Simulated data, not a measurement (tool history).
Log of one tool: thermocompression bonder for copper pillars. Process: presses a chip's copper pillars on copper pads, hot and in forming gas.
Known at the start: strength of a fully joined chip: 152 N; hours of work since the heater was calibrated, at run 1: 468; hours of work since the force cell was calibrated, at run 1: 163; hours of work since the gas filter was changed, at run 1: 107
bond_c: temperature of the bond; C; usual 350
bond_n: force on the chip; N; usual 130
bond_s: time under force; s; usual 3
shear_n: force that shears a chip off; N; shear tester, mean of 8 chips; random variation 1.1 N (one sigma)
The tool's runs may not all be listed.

| run | day | bond_c | bond_n | bond_s | hours of work since the heater was calibrated | hours of work since the force cell was calibrated | hours of work since the gas filter was changed | shear_n |
|---|---|---|---|---|---|---|---|---|
| 1 | 0.000 | 350 | 130 | 3 | 468 | 163 | 107 | 95.6 |
| 2 | 2.425 | 350 | 130 | 2 | 491 | 186 | 131 | 85.0 |
| 3 | 5.496 | 350 | 130 | 2 | 521 | 216 | 161 | 83.9 |
| 4 | 7.825 | 350 | 130 | 2 | 544 | 239 | 183 | 82.9 |
| 5 | 10.462 | 371 | 130 | 3 | 570 | 265 | 209 | 106.5 |
|  | 11.858 | forming gas filter changed |
| 6 | 11.858 | 371 | 97 | 3 | 583 | 278 | 0 | 98.8 |
| 7 | 14.442 | 364 | 130 | 3 | 608 | 303 | 25 | 110.7 |
| 8 | 16.312 | 350 | 130 | 5 | 627 | 322 | 43 | 114.0 |
|  | 18.096 | heater calibrated with a thermocouple chip |
| 9 | 19.688 | 350 | 130 | 5 | 16 | 354 | 76 | 107.5 |
| 10 | 22.396 | 350 | 130 | 5 | 42 | 380 | 102 | 108.2 |
| 11 | 25.725 | 350 | 130 | 5 | 74 | 413 | 135 | 103.7 |
| 12 | 28.225 | 350 | 130 | 5 | 99 | 437 | 159 | 104.6 |
|  | 28.446 | force cell calibrated |
| 13 | 30.875 | 350 | 130 | 5 | 124 | 24 | 184 | 103.3 |
| 14 | 33.146 | 350 | 130 | 4 | 146 | 46 | 206 | 97.0 |
|  | 34.825 | forming gas filter changed |
| 15 | 35.675 | 350 | 130 | 4 | 171 | 70 | 8 | 103.3 |
| 16 | 37.612 | 374 | 130 | 3 | 190 | 89 | 27 | 110.4 |
| 17 | 40.671 | 374 | 130 | 3 | 220 | 119 | 57 | 109.7 |
|  | 42.733 | force cell calibrated, once more |
| 18 | 43.804 | 374 | 130 | 3 | 250 | 10 | 87 | 115.2 |
| 19 | 45.625 | 374 | 130 | 3 | 267 | 28 | 105 | 112.3 |
| 20 | 47.275 | 331 | 129 | 3 | 283 | 44 | 121 | 82.2 |
| 21 | 49.850 | 331 | 129 | 3 | 309 | 69 | 146 | 81.0 |
| 22 | 52.875 | 370 | 130 | 3 | 338 | 99 | 176 | 106.9 |
| 23 | 55.754 | 370 | 130 | 3 | 366 | 127 | 204 | 105.6 |
|  | 57.754 | forming gas filter changed |
| 24 | 58.554 | 370 | 130 | 3 | 393 | 154 | 8 | 112.8 |
| 25 | 61.750 | 372 | 172 | 7 | 425 | 185 | 39 | 140.7 |
| 26 | 64.179 | 350 | 85 | 2 | 448 | 209 | 63 | 64.9 |
| 27 | 65.729 | 350 | 85 | 2 | 463 | 224 | 78 | 64.4 |
| 28 | 67.096 | 350 | 85 | 2 | 477 | 238 | 91 | 63.0 |
| 29 | 68.821 | 350 | 85 | 2 | 494 | 254 | 108 | 65.7 |
| 30 | 71.696 | 331 | 130 | 7 | 522 | 283 | 136 | 103.3 |
| 31 | 74.538 | 357 | 169 | 4 | 549 | 310 | 164 | 116.9 |
| 32 | 76.967 | 357 | 169 | 4 | 573 | 334 | 188 | 117.6 |
| 33 | 80.050 | 357 | 169 | 4 | 603 | 364 | 218 | 115.4 |
|  | 80.604 | forming gas filter changed |
| 34 | 83.221 | 368 | 155 | 4 | 634 | 395 | 26 | 126.7 |
|  | 84.425 | heater calibrated with a thermocouple chip |
| 35 | 86.288 | 368 | 155 | 4 | 18 | 424 | 55 | 123.7 |
| 36 | 88.696 | 368 | 155 | 4 | 42 | 447 | 78 | 119.6 |
| 37 | 90.396 | 368 | 155 | 4 | 58 | 464 | 95 | 121.5 |
| 38 | 92.408 | 368 | 155 | 4 | 78 | 484 | 114 | 118.3 |

Forecast each of these 5 alternatives for the next run:
| A | 94.471 | 370 | 155 | 4 | 98 | 504 | 135 | ? |
| B | 94.471 | 369 | 190 | 3 | 98 | 504 | 135 | ? |
| C | 94.471 | 345 | 99 | 4 | 98 | 504 | 135 | ? |
| D | 94.471 | 332 | 158 | 4 | 98 | 504 | 135 | ? |
| E | 94.471 | 366 | 155 | 4 | 98 | 504 | 135 | ? |

| run | shear_n |
|---|---|
| A | 121.4 |
| B | 124.4 |
| C | 81.6 |
| D | 99.3 |
| E | 117.8 |
Without the tool's hidden state the same runs would have given:
| run | shear_n |
|---|---|
| A | 129.4 |
| B | 132.5 |
| C | 88.0 |
| D | 106.5 |
| E | 125.6 |

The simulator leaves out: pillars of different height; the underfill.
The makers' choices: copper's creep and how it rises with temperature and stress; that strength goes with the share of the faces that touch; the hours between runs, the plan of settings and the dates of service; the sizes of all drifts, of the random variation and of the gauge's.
